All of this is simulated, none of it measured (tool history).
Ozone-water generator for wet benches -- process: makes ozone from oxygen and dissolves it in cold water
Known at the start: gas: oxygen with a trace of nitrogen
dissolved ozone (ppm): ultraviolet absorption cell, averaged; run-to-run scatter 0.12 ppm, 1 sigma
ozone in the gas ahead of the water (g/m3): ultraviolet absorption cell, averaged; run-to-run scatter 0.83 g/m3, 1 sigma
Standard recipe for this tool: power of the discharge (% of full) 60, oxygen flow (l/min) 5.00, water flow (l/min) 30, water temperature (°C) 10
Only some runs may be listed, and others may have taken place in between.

run    hour  power of the discharge (% of full)  oxygen flow (l/min)  water flow (l/min)  water temperature (°C)  dissolved ozone (ppm)  ozone in the gas ahead of the water (g/m3)
  1     0.0                                  60                 5.00                  30                      10                   10.6                                       126.2
  2    68.0                                  60                 5.00                  30                      10                   10.9                                       125.1
  3   224.7                                  60                 5.00                  30                      10                   10.7                                       124.8
  4   346.6                                  60                 5.00                  30                      10                   10.8                                       125.9
  5   417.7                                  60                 5.00                  30                      10                   10.7                                       124.0
      429.2  -- water thermometer calibrated
  6   557.9                                  64                 5.00                  30                      10                   11.3                                       130.1
  7   638.6                                  74                 5.00                  30                      10                   12.6                                       147.0
      693.8  -- water thermometer calibrated, once more
  8   785.6                                  74                 5.00                  30                      10                   12.6                                       147.5
  9   923.9                                  79                 5.00                  20                      10                   19.7                                       153.5
 10  1035.4                                  57                 4.83                  23                       5                   13.9                                       120.6
 11  1123.0                                  57                 4.83                  40                       8                    7.4                                       121.2
 12  1233.7                                  82                 2.59                  30                      14                    9.7                                       192.1
 13  1352.9                                  82                 2.59                  37                      11                    7.6                                       192.3
 14  1460.2                                  46                 2.59                  37                      10                    5.0                                       121.8
 15  1611.0                                  66                 4.27                  23                       6                   14.4                                       138.1
 16  1752.7                                  60                 5.00                  41                      13                    7.4                                       123.6

For some of the steps in dissolved ozone (ppm) from one run to the next: how much would appear even if the tool had no hidden state, given the settings, what came in and random variation, and how much remains for the hidden state plus any gauge scatter that the measured result and the result without hidden state don't share?
Hidden state at play: yield of the discharge, % of new electrodes'; contactor's efficiency, % of a clean one's; true water temperature over the reading, C; drift of the gauge itself on ozone_ppm, %; drift of the gauge itself on gas_g_m3, %.
Run 14 -> 15: power of the discharge (% of full) 46 -> 66, oxygen flow (l/min) 2.59 -> 4.27, water flow (l/min) 37 -> 23, water temperature (°C) 10 -> 6. dissolved ozone (ppm) +9.4: hidden state -1.1, all else +10.5.
